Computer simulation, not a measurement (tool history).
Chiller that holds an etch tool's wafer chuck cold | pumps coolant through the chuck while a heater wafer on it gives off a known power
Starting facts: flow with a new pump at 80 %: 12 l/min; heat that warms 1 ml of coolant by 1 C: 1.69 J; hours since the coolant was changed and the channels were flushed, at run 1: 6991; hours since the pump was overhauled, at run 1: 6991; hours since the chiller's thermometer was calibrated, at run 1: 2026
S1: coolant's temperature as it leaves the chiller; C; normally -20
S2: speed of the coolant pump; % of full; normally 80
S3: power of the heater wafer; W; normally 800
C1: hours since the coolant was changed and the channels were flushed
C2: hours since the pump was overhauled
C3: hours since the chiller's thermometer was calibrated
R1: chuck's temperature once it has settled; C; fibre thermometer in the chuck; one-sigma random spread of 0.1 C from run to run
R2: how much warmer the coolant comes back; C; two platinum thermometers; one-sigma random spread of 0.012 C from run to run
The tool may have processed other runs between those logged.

Run 1, hour 0: usual settings; C1 6991; C2 6991; C3 2026. Result: R1 -12.4 C, R2 2.36 C.
Run 2, hour 135.7: usual settings; C1 7127; C2 7127; C3 2162. Result: R1 -12.4 C, R2 2.41 C.
At hour 287.6: chiller's thermometer calibrated.
Run 3, hour 308.6: usual settings; C1 7299; C2 7299; C3 21. Result: R1 -12.4 C, R2 2.37 C.
Run 4, hour 523.8: usual settings; C1 7514; C2 7514; C3 236. Result: R1 -12.5 C, R2 2.4 C.
Run 5, hour 721: usual settings but S3 1083 W; C1 7711; C2 7711; C3 433. Result: R1 -9.7 C, R2 3.27 C.
Run 6, hour 914.6: usual settings; C1 7905; C2 7905; C3 627. Result: R1 -12.4 C, R2 2.43 C.
Run 7, hour 1037.1: usual settings but S1 -28 C; C1 8027; C2 8027; C3 749. Result: R1 -20.5 C, R2 2.46 C.
Run 8, hour 1177.2: usual settings but S1 -28 C; C1 8167; C2 8167; C3 890. Result: R1 -20.3 C, R2 2.46 C.
Run 9, hour 1355: usual settings; C1 8345; C2 8345; C3 1067. Result: R1 -12.5 C, R2 2.47 C.
Run 10, hour 1475.1: usual settings but S3 794 W; C1 8465; C2 8465; C3 1187. Result: R1 -12.6 C, R2 2.47 C.
Run 11, hour 1568.7: usual settings but S3 794 W; C1 8559; C2 8559; C3 1281. Result: R1 -12.5 C, R2 2.49 C.
Run 12, hour 1676: usual settings but S3 794 W; C1 8666; C2 8666; C3 1388. Result: R1 -12.2 C, R2 2.48 C.
Run 13, hour 1805.3: usual settings but S3 794 W; C1 8795; C2 8795; C3 1518. Result: R1 -12.4 C, R2 2.52 C.
Run 14, hour 1935.2: usual settings but S2 95 % of full; C1 8925; C2 8925; C3 1648. Result: R1 -13.2 C, R2 2.14 C.
Run 15, hour 2080.9: usual settings; C1 9071; C2 9071; C3 1793. Result: R1 -12.4 C, R2 2.54 C.
Run 16, hour 2180.4: usual settings; C1 9171; C2 9171; C3 1893. Result: R1 -12.4 C, R2 2.57 C.
At hour 2250.3: coolant pump overhauled.
At hour 2316.1: coolant changed, channels flushed.
Run 17, hour 2401.9: usual settings; C1 86; C2 146; C3 2103. Result: R1 -12.4 C, R2 2.59 C.
Run 18, hour 2531.3: usual settings but S2 64 % of full, S3 1017 W; C1 215; C2 275; C3 2233. Result: R1 -9.1 C, R2 4.01 C.
At hour 2605.3: chiller's thermometer calibrated.
Run 19, hour 2683.3: usual settings but S2 64 % of full, S3 1017 W; C1 366; C2 426; C3 78. Result: R1 -9 C, R2 4.04 C.
Run 20, hour 2824.2: usual settings but S2 64 % of full, S3 1017 W; C1 507; C2 567; C3 219. Result: R1 -8.9 C, R2 4.05 C.
Run 21, hour 2946: usual settings but S1 -19 C, S2 73 % of full; C1 629; C2 689; C3 341. Result: R1 -10.9 C, R2 2.84 C.
Run 22, hour 3134.4: usual settings but S1 -23 C, S2 67 % of full, S3 837 W; C1 817; C2 877; C3 529. Result: R1 -14.2 C, R2 3.23 C.
Run 23, hour 3226.2: usual settings but S1 -23 C, S2 67 % of full, S3 837 W; C1 909; C2 969; C3 621. Result: R1 -14.1 C, R2 3.25 C.
Run 24, hour 3366.7: usual settings but S1 -23 C, S2 67 % of full, S3 837 W; C1 1050; C2 1109; C3 761. Result: R1 -14.2 C, R2 3.28 C.
Run 25, hour 3544.5: usual settings but S1 -30 C, S2 75 % of full, S3 979 W; C1 1227; C2 1287; C3 939. Result: R1 -20.5 C, R2 3.39 C.
Run 26, hour 3733.1: usual settings but S1 -24 C, S3 990 W; C1 1416; C2 1476; C3 1128. Result: R1 -14.7 C, R2 3.22 C.
Run 27, hour 3857.4: usual settings but S1 -29 C, S2 67 % of full, S3 634 W; C1 1540; C2 1600; C3 1252. Result: R1 -22.4 C, R2 2.57 C.
Run 28, hour 4057.1: usual settings but S1 -16 C, S2 67 % of full, S3 848 W; C1 1740; C2 1800; C3 1452. Result: R1 -7 C, R2 3.38 C.
Run 29, hour 4216: usual settings but S1 -26 C, S2 73 % of full; C1 1899; C2 1959; C3 1611. Result: R1 -17.9 C, R2 2.95 C.
Run 30, hour 4320: usual settings but S3 525 W; C1 2003; C2 2063; C3 1715. Result: R1 -15.1 C, R2 1.88 C.
Run 31, hour 4419.6: usual settings but S1 -29 C, S3 407 W; C1 2103; C2 2162; C3 1814. Result: R1 -25.1 C, R2 1.57 C.

Here are 3 independent what-if runs from the current tool condition. What would each one return?
Run A, hour 4527.6: usual settings but S1 -29 C, S3 415 W; C1 2211; C2 2270; C3 1922. Result: R1 ?, R2 ?.
Run B, hour 4527.6: usual settings but S1 -14 C, S3 490 W; C1 2211; C2 2270; C3 1922. Result: R1 ?, R2 ?.
Run C, hour 4527.6: usual settings but S1 -18 C, S2 100 % of full, S3 675 W; C1 2211; C2 2270; C3 1922. Result: R1 ?, R2 ?.

run     R1    R2
  A  -25.1  1.58
  B   -9.3   1.8
  C  -12.4  1.95
With the hidden condition removed and each run's random variation left untouched, the same runs would have given:
run     R1    R2
  A  -25.1  1.21
  B   -9.3  1.43
  C  -12.4  1.58
